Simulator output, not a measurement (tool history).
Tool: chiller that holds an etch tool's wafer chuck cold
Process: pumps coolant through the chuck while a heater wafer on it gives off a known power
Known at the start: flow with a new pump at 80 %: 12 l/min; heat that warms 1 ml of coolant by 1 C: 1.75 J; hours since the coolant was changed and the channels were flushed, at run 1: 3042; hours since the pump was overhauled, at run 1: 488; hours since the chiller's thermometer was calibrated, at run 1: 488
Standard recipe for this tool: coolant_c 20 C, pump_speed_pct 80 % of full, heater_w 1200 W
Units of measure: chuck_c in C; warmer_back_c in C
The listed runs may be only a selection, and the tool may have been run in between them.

run	hour	coolant_c	pump_speed_pct	heater_w	hours since the coolant was changed and the channels were flushed	hours since the pump was overhauled	hours since the chiller's thermometer was calibrated	chuck_c	warmer_back_c
1	0.0	20	80	1200	3042	488	488	31.6	3.46
# hour 80.3: coolant changed, channels flushed
2	85.6	12	80	1200	5	568	568	21.8	3.46
3	169.6	20	85	1200	89	652	652	29.4	3.33
4	246.4	20	80	766	166	728	728	26.4	2.24
5	306.6	20	80	766	226	789	789	26.6	2.23
6	389.5	20	80	766	309	871	871	26.6	2.23
7	477.1	20	80	766	397	959	959	26.9	2.23
8	552.6	17	64	1175	472	1035	1035	29.0	4.33
9	647.3	20	80	1454	567	1129	1129	32.5	4.22
10	691.1	22	80	1454	611	1173	1173	34.6	4.32
11	773.1	11	62	991	693	1255	1255	21.8	3.77
12	870.4	26	64	1461	790	1352	1352	41.5	5.40
13	961.7	11	64	1492	881	1444	1444	26.7	5.45
14	1021.1	11	64	1492	941	1503	1503	27.0	5.50

Subtracting, for every run, the result it would have given without the tool's unlogged condition from the measured result gives the following. The same run-to-run variation enters both numbers; the gauge's scatter may not:
The tool's hidden condition here consists of: heat passed by the chuck's channels, % of clean ones'; flow at a given pump speed, % of a new pump's; coolant's true temperature over the reading, C; drift of the gauge itself on chuck_c, C; drift of the gauge itself on warmer_back_c, C.
run	chuck_c	warmer_back_c
1	+2.2	+0.06
2	+0.4	+0.06
3	+0.5	+0.07
4	+0.5	+0.04
5	+0.5	+0.04
6	+0.6	+0.05
7	+0.7	+0.05
8	+1.0	+0.11
9	+1.1	+0.11
10	+1.1	+0.11
11	+1.1	+0.11
12	+1.6	+0.16
13	+1.7	+0.17
14	+1.8	+0.17

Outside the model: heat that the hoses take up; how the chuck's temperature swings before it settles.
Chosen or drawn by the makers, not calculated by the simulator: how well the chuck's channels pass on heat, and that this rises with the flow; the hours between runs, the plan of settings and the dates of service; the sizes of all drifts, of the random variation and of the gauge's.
